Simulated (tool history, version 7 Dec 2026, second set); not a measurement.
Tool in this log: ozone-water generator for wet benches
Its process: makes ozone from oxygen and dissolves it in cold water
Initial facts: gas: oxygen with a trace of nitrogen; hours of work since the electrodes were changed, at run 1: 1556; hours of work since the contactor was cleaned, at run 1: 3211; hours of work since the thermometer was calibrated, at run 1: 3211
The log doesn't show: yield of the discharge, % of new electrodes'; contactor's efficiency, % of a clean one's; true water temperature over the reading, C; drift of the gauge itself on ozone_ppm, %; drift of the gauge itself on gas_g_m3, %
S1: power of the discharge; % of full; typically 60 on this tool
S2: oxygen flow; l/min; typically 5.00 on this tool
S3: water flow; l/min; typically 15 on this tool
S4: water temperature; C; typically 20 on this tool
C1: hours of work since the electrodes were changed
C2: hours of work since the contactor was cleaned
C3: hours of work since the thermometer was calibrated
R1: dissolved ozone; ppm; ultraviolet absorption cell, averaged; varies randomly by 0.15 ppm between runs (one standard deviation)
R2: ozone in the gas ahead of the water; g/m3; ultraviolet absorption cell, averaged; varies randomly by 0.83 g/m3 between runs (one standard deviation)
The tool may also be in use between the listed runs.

| run | hour | S1 | S2 | S3 | S4 | C1 | C2 | C3 | R1 | R2 |
|---|---|---|---|---|---|---|---|---|---|---|
| 1 | 0.0 | 60 | 5.00 | 15 | 20 | 1556 | 3211 | 3211 | 16.2 | 124.2 |
| 2 | 75.1 | 54 | 5.00 | 15 | 20 | 1622 | 3278 | 3278 | 15.1 | 114.9 |
|  | 117.9 | water thermometer calibrated |
| 3 | 122.6 | 54 | 5.00 | 15 | 20 | 1664 | 3319 | 4 | 15.2 | 114.6 |
| 4 | 160.5 | 54 | 5.00 | 15 | 20 | 1697 | 3353 | 38 | 15.2 | 115.4 |
|  | 202.9 | contactor cleaned |
| 5 | 207.2 | 81 | 5.00 | 15 | 20 | 1735 | 4 | 75 | 19.2 | 149.6 |
| 6 | 297.6 | 81 | 3.82 | 15 | 20 | 1815 | 84 | 155 | 20.1 | 178.6 |
| 7 | 348.7 | 81 | 3.82 | 15 | 20 | 1860 | 129 | 200 | 20.6 | 178.0 |
| 8 | 425.7 | 60 | 5.00 | 15 | 16 | 1928 | 197 | 269 | 17.2 | 122.9 |
| 9 | 507.4 | 60 | 5.00 | 15 | 16 | 2000 | 269 | 341 | 17.0 | 121.0 |
| 10 | 550.9 | 47 | 5.00 | 15 | 20 | 2039 | 308 | 379 | 13.3 | 103.2 |
|  | 572.9 | contactor cleaned, once more |
| 11 | 647.2 | 47 | 5.00 | 15 | 20 | 2120 | 66 | 461 | 13.9 | 103.3 |
| 12 | 738.5 | 60 | 5.00 | 15 | 20 | 2201 | 146 | 541 | 16.3 | 119.8 |
| 13 | 794.9 | 60 | 5.00 | 14 | 20 | 2251 | 196 | 591 | 16.9 | 119.9 |
| 14 | 835.9 | 60 | 5.00 | 21 | 20 | 2287 | 232 | 628 | 12.7 | 118.6 |
| 15 | 895.9 | 60 | 5.00 | 21 | 20 | 2340 | 285 | 681 | 12.8 | 118.2 |
| 16 | 986.1 | 60 | 5.00 | 21 | 20 | 2420 | 365 | 760 | 12.5 | 117.1 |
| 17 | 1039.8 | 82 | 5.00 | 21 | 20 | 2467 | 413 | 808 | 15.3 | 144.0 |
| 18 | 1089.6 | 82 | 5.00 | 21 | 20 | 2511 | 457 | 852 | 15.3 | 142.7 |
| 19 | 1160.5 | 62 | 3.46 | 10 | 20 | 2574 | 519 | 915 | 22.2 | 153.2 |
| 20 | 1221.3 | 62 | 3.46 | 10 | 20 | 2628 | 573 | 968 | 22.4 | 153.1 |
| 21 | 1297.0 | 62 | 3.46 | 10 | 20 | 2695 | 640 | 1035 | 22.1 | 153.1 |
| 22 | 1364.6 | 60 | 7.57 | 15 | 12 | 2755 | 700 | 1095 | 16.4 | 88.2 |
| 23 | 1438.9 | 60 | 7.57 | 15 | 12 | 2820 | 765 | 1161 | 16.4 | 89.1 |
| 24 | 1511.0 | 46 | 5.00 | 15 | 22 | 2884 | 829 | 1224 | 12.7 | 97.4 |
| 25 | 1556.2 | 46 | 5.00 | 15 | 22 | 2924 | 869 | 1264 | 12.8 | 97.0 |
| 26 | 1632.0 | 60 | 5.00 | 19 | 20 | 2991 | 936 | 1331 | 13.1 | 114.8 |
| 27 | 1724.6 | 60 | 5.00 | 17 | 15 | 3073 | 1018 | 1413 | 15.3 | 114.3 |
| 28 | 1813.4 | 54 | 5.00 | 15 | 21 | 3151 | 1096 | 1492 | 14.3 | 105.7 |
| 29 | 1877.7 | 64 | 5.00 | 15 | 20 | 3208 | 1153 | 1548 | 15.9 | 117.9 |
| 30 | 1940.7 | 64 | 5.00 | 17 | 24 | 3264 | 1209 | 1604 | 13.6 | 117.4 |
| 31 | 2015.4 | 60 | 5.00 | 20 | 20 | 3330 | 1275 | 1670 | 12.3 | 112.6 |
| 32 | 2093.0 | 66 | 6.47 | 20 | 20 | 3398 | 1344 | 1739 | 12.7 | 101.3 |

Alternative continuations, all from the tool just after run 32; predict every row:
| A | 2155.7 | 60 | 5.00 | 15 | 19 | 3454 | 1399 | 1794 | ? | ? |
| B | 2155.7 | 66 | 6.47 | 20 | 14 | 3454 | 1399 | 1794 | ? | ? |
| C | 2155.7 | 60 | 4.51 | 15 | 13 | 3454 | 1399 | 1794 | ? | ? |

| run | R1 | R2 |
|---|---|---|
| A | 15.3 | 112.6 |
| B | 13.9 | 100.5 |
| C | 17.1 | 119.6 |
Stripped of hidden state, with their random variation kept, the same runs would have yielded:
| run | R1 | R2 |
|---|---|---|
| A | 18.4 | 133.5 |
| B | 16.9 | 120.4 |
| C | 20.6 | 141.9 |

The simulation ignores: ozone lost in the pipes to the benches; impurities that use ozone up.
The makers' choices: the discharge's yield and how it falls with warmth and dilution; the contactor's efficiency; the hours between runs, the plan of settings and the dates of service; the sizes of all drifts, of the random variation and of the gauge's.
